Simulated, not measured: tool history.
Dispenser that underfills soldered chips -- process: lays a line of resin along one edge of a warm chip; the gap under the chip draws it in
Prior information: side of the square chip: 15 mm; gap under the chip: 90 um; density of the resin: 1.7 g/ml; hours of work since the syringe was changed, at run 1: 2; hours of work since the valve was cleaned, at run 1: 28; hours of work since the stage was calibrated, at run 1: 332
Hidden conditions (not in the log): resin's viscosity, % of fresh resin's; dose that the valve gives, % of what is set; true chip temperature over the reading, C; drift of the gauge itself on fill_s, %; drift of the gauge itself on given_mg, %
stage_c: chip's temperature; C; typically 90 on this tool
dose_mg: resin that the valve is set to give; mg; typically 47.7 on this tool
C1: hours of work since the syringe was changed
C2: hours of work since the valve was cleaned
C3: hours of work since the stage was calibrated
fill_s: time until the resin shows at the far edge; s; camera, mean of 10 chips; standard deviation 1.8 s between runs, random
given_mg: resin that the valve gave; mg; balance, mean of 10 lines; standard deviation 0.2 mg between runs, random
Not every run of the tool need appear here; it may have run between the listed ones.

run 1 hour=0.0 | stage_c=90 dose_mg=47.7 | C1=2 C2=28 C3=332 | fill_s=170.9 given_mg=46.92
-- hour=6.7 new syringe of resin
run 2 hour=8.5 | stage_c=90 dose_mg=47.7 | C1=1 C2=33 C3=338 | fill_s=169.2 given_mg=46.49
run 3 hour=14.9 | stage_c=83 dose_mg=47.7 | C1=5 C2=37 C3=342 | fill_s=252.6 given_mg=46.10
-- hour=15.9 new syringe of resin
run 4 hour=22.9 | stage_c=83 dose_mg=44.1 | C1=5 C2=42 C3=347 | fill_s=249.8 given_mg=42.52
-- hour=24.6 new syringe of resin
run 5 hour=31.7 | stage_c=83 dose_mg=44.1 | C1=5 C2=48 C3=353 | fill_s=251.3 given_mg=42.56
-- hour=34.2 new syringe of resin
run 6 hour=41.8 | stage_c=83 dose_mg=44.1 | C1=5 C2=54 C3=359 | fill_s=262.3 given_mg=42.56
-- hour=43.4 new syringe of resin
run 7 hour=50.4 | stage_c=90 dose_mg=47.7 | C1=5 C2=60 C3=364 | fill_s=195.1 given_mg=45.65
-- hour=52.9 new syringe of resin
run 8 hour=56.6 | stage_c=78 dose_mg=47.7 | C1=2 C2=64 C3=368 | fill_s=270.7 given_mg=45.84
-- hour=62.2 new syringe of resin
run 9 hour=62.8 | stage_c=90 dose_mg=53.4 | C1=0 C2=68 C3=372 | fill_s=158.7 given_mg=50.98
-- hour=66.9 dispensing valve cleaned and set on the balance
-- hour=72.0 new syringe of resin
run 10 hour=72.7 | stage_c=90 dose_mg=53.4 | C1=0 C2=4 C3=378 | fill_s=155.9 given_mg=52.94
run 11 hour=79.6 | stage_c=90 dose_mg=53.2 | C1=5 C2=8 C3=382 | fill_s=188.2 given_mg=52.54
-- hour=80.8 new syringe of resin
run 12 hour=86.1 | stage_c=90 dose_mg=53.2 | C1=4 C2=12 C3=387 | fill_s=179.8 given_mg=52.28
-- hour=89.6 new syringe of resin
run 13 hour=96.6 | stage_c=90 dose_mg=53.2 | C1=5 C2=19 C3=393 | fill_s=189.5 given_mg=52.37
-- hour=98.9 new syringe of resin
run 14 hour=107.1 | stage_c=90 dose_mg=52.3 | C1=5 C2=26 C3=400 | fill_s=193.9 given_mg=51.12
-- hour=108.3 new syringe of resin
run 15 hour=116.3 | stage_c=94 dose_mg=47.7 | C1=5 C2=32 C3=406 | fill_s=170.3 given_mg=46.61
-- hour=117.5 new syringe of resin
run 16 hour=123.8 | stage_c=105 dose_mg=48.6 | C1=4 C2=36 C3=411 | fill_s=118.1 given_mg=47.27
-- hour=126.9 new syringe of resin
run 17 hour=134.9 | stage_c=105 dose_mg=48.6 | C1=5 C2=43 C3=418 | fill_s=125.6 given_mg=47.14
-- hour=136.3 new syringe of resin
-- hour=145.5 new syringe of resin
run 18 hour=145.5 | stage_c=105 dose_mg=48.6 | C1=0 C2=50 C3=424 | fill_s=98.5 given_mg=46.93
run 19 hour=152.4 | stage_c=77 dose_mg=47.7 | C1=5 C2=55 C3=429 | fill_s=296.1 given_mg=45.74
-- hour=154.9 new syringe of resin
run 20 hour=160.0 | stage_c=77 dose_mg=47.7 | C1=3 C2=59 C3=434 | fill_s=282.0 given_mg=45.84
-- hour=164.4 new syringe of resin
run 21 hour=169.8 | stage_c=77 dose_mg=47.7 | C1=4 C2=66 C3=440 | fill_s=277.7 given_mg=45.82
-- hour=173.2 new syringe of resin
-- hour=177.3 dispensing valve cleaned and set on the balance
run 22 hour=177.4 | stage_c=78 dose_mg=45.4 | C1=2 C2=0 C3=444 | fill_s=257.7 given_mg=45.36
-- hour=183.8 new syringe of resin
run 23 hour=184.5 | stage_c=78 dose_mg=45.4 | C1=0 C2=5 C3=449 | fill_s=240.4 given_mg=45.09
run 24 hour=191.1 | stage_c=93 dose_mg=48.8 | C1=5 C2=9 C3=453 | fill_s=166.8 given_mg=48.59
-- hour=192.9 new syringe of resin
run 25 hour=199.6 | stage_c=95 dose_mg=54.1 | C1=4 C2=14 C3=458 | fill_s=155.3 given_mg=53.25
-- hour=201.6 new syringe of resin
run 26 hour=205.0 | stage_c=95 dose_mg=54.1 | C1=2 C2=18 C3=462 | fill_s=141.7 given_mg=53.10
-- hour=210.3 new syringe of resin
-- hour=213.3 stage's temperature calibrated
run 27 hour=214.3 | stage_c=95 dose_mg=54.1 | C1=2 C2=23 C3=1 | fill_s=158.3 given_mg=52.85
-- hour=221.0 new syringe of resin
run 28 hour=222.1 | stage_c=96 dose_mg=52.6 | C1=1 C2=28 C3=6 | fill_s=144.3 given_mg=51.70
run 29 hour=227.4 | stage_c=85 dose_mg=41.6 | C1=4 C2=31 C3=9 | fill_s=254.3 given_mg=40.84

Consider 5 possible next runs. They are alternatives, not a sequence: every one starts from the tool as it was left by run 29. What does each give?
-- hour=230.1 new syringe of resin
run A hour=234.9 | stage_c=97 dose_mg=41.6 | C1=3 C2=36 C3=14 | fill_s=? given_mg=?
-- hour=230.1 new syringe of resin
run B hour=234.9 | stage_c=81 dose_mg=60.3 | C1=3 C2=36 C3=14 | fill_s=? given_mg=?
-- hour=230.1 new syringe of resin
run C hour=234.9 | stage_c=85 dose_mg=44.1 | C1=3 C2=36 C3=14 | fill_s=? given_mg=?
-- hour=230.1 new syringe of resin
run D hour=234.9 | stage_c=76 dose_mg=47.7 | C1=3 C2=36 C3=14 | fill_s=? given_mg=?
-- hour=230.1 new syringe of resin
run E hour=234.9 | stage_c=85 dose_mg=47.7 | C1=3 C2=36 C3=14 | fill_s=? given_mg=?

run=A fill_s=170.4 given_mg=40.51
run=B fill_s=261.5 given_mg=58.92
run=C fill_s=240.3 given_mg=43.28
run=D fill_s=323.2 given_mg=46.74
run=E fill_s=241.6 given_mg=45.87
The same runs, with their run-to-run variation unchanged, on a tool lacking any hidden condition would have given:
run=A fill_s=148.2 given_mg=41.55
run=B fill_s=229.4 given_mg=60.42
run=C fill_s=209.4 given_mg=44.38
run=D fill_s=282.4 given_mg=47.93
run=E fill_s=211.0 given_mg=47.05
